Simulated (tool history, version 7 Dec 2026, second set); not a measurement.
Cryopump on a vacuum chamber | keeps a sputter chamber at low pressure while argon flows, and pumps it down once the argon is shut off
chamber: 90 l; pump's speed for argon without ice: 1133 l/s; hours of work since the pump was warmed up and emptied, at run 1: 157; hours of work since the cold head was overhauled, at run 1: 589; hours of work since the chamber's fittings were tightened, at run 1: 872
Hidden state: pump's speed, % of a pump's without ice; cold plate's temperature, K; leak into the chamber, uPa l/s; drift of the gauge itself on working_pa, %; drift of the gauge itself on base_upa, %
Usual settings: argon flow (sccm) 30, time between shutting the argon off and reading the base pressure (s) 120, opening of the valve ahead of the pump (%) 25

| run | day | argon flow (sccm) | time between shutting the argon off and reading the base pressure (s) | opening of the valve ahead of the pump (%) | hours of work since the pump was warmed up and emptied | hours of work since the cold head was overhauled | hours of work since the chamber's fittings were tightened | pressure while argon flows (Pa) | pressure after the wait (uPa) |
|---|---|---|---|---|---|---|---|---|---|
| 1 | 0 | 30 | 120 | 25 | 157 | 589 | 872 | 0.1842 | 2.75 |
| 2 | 1.804 | 47 | 120 | 25 | 181 | 613 | 896 | 0.2883 | 2.81 |
| 3 | 2.954 | 47 | 120 | 25 | 196 | 628 | 912 | 0.2898 | 2.79 |
| 4 | 4.129 | 30 | 120 | 21 | 212 | 643 | 927 | 0.2172 | 2.91 |
| 5 | 5.454 | 30 | 120 | 21 | 230 | 661 | 945 | 0.2192 | 2.85 |
| 6 | 6.662 | 30 | 57 | 21 | 246 | 677 | 961 | 0.2192 | 3.99 |
| 7 | 7.504 | 30 | 120 | 25 | 257 | 688 | 972 | 0.1864 | 2.98 |
| 8 | 8.975 | 30 | 120 | 25 | 276 | 708 | 991 | 0.1859 | 3.02 |
| 9 | 10.758 | 30 | 120 | 25 | 300 | 731 | 1015 | 0.1867 | 2.97 |
| 10 | 11.608 | 30 | 120 | 45 | 311 | 742 | 1026 | 0.1086 | 3.09 |
| 11 | 13.45 | 30 | 120 | 45 | 335 | 767 | 1050 | 0.1093 | 3.13 |
| 12 | 14.975 | 30 | 120 | 25 | 356 | 787 | 1071 | 0.1892 | 3.15 |
| 13 | 16.796 | 30 | 299 | 25 | 380 | 811 | 1095 | 0.1891 | 2.69 |
| 14 | 17.779 | 30 | 299 | 25 | 393 | 824 | 1108 | 0.1893 | 2.79 |
| 15 | 19 | 30 | 36 | 25 | 409 | 840 | 1124 | 0.1906 | 5.64 |
|  | 19.383 | pump warmed up, emptied and cooled again |
| 16 | 20.692 | 30 | 66 | 24 | 17 | 860 | 1143 | 0.1871 | 3.78 |
| 17 | 22.362 | 30 | 53 | 24 | 39 | 882 | 1166 | 0.188 | 4.22 |
| 18 | 23.758 | 30 | 53 | 24 | 58 | 900 | 1184 | 0.188 | 4.32 |
| 19 | 25.529 | 31 | 41 | 57 | 81 | 924 | 1207 | 0.0827 | 4.99 |

The next listed run, before its measurement:
| 20 | 26.633 | 40 | 41 | 57 | 96 | 938 | 1222 | ? | ? |

Run 20 gave pressure while argon flows (Pa) 0.1084, pressure after the wait (uPa) 5.02.
Without the tool's hidden state the same run would have given pressure while argon flows (Pa) 0.1048, pressure after the wait (uPa) 3.12.

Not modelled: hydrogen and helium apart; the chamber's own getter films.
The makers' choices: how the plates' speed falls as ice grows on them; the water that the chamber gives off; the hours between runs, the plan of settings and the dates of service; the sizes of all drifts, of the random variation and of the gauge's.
